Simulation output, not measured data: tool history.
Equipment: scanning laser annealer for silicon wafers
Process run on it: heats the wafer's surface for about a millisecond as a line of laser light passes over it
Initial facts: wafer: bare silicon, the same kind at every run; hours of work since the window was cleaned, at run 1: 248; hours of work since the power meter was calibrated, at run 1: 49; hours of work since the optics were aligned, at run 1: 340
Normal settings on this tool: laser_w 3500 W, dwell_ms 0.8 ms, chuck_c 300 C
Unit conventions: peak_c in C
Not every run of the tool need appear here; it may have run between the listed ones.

run	hour	laser_w	dwell_ms	chuck_c	hours of work since the window was cleaned	hours of work since the power meter was calibrated	hours of work since the optics were aligned	peak_c
1	0	3500	0.8	300	248	49	340	1121
2	11.2	3500	0.8	300	253	54	345	1116
3	16.8	3538	0.8	300	255	56	347	1131
4	26.4	3538	0.8	300	259	60	351	1127
5	33	3538	0.8	300	262	63	354	1129
6	39	3538	0.8	300	264	65	356	1123
7	44.4	3500	0.8	286	266	68	358	1105
8	55.7	3500	0.8	267	271	72	363	1086
9	65.2	3500	0.8	267	275	76	367	1086
10	74.2	3500	0.8	267	278	80	370	1085
11	81.3	3500	0.8	267	281	83	373	1084
12	91.7	3500	0.8	267	285	87	378	1083
13	103.8	3500	0.8	267	290	92	382	1085
14	112.1	3500	0.8	295	294	95	386	1111
15	120.7	3500	0.8	295	297	99	389	1112
16	127.8	3500	0.8	300	300	101	392	1115
17	137.8	3500	0.8	300	304	106	396	1117
18	149.4	3500	0.8	300	309	110	401	1117
19	160.2	3500	0.8	287	313	115	405	1103
20	170.4	3500	0.8	287	318	119	410	1100
21	176.6	3500	0.8	287	320	121	412	1100
22	186.9	3500	0.621	300	324	126	416	1027
23	198.3	3389	0.706	315	329	130	421	1063
24	206.3	3608	0.8	329	332	133	424	1166
25	217.4	3767	0.813	298	337	138	429	1175
26	225.8	3309	0.721	333	340	141	432	1068
27	233.7	3178	0.678	311	343	145	435	1003
28	242.7	3037	0.814	268	347	148	439	988
29	253	3037	0.814	268	351	152	443	988
# hour 255.8: window over the wafer cleaned
30	266.8	3037	0.814	268	4	157	448	973
31	277.2	3500	0.919	300	9	161	452	1149
32	284.3	3500	0.919	300	12	164	455	1148
33	295.5	3500	0.769	307	16	169	460	1092
# hour 299.1: window over the wafer cleaned, once more
34	303.5	3421	0.698	280	2	171	462	1051
35	309.9	3421	0.698	280	4	174	465	1049
36	322	3500	0.8	323	9	179	470	1160
37	331.3	3500	0.8	323	13	183	473	1157
38	337.3	3028	0.8	319	16	185	476	1050
39	345.6	3028	0.8	319	19	189	479	1054
40	352.1	3500	0.99	322	22	191	482	1240
41	360.1	3838	0.809	305	25	194	485	1216
42	370.8	3838	0.809	305	29	199	490	1217

Here are 3 independent what-if runs from the current tool condition. What would each one return?
A	376.7	3560	0.809	261	32	201	492	?
B	376.7	3500	0.609	300	32	201	492	?
C	376.7	3257	0.943	261	32	201	492	?

run	peak_c
A	1111
B	1040
C	1101
What these runs would have given with no unlogged condition in the tool:
run	peak_c
A	1126
B	1053
C	1116

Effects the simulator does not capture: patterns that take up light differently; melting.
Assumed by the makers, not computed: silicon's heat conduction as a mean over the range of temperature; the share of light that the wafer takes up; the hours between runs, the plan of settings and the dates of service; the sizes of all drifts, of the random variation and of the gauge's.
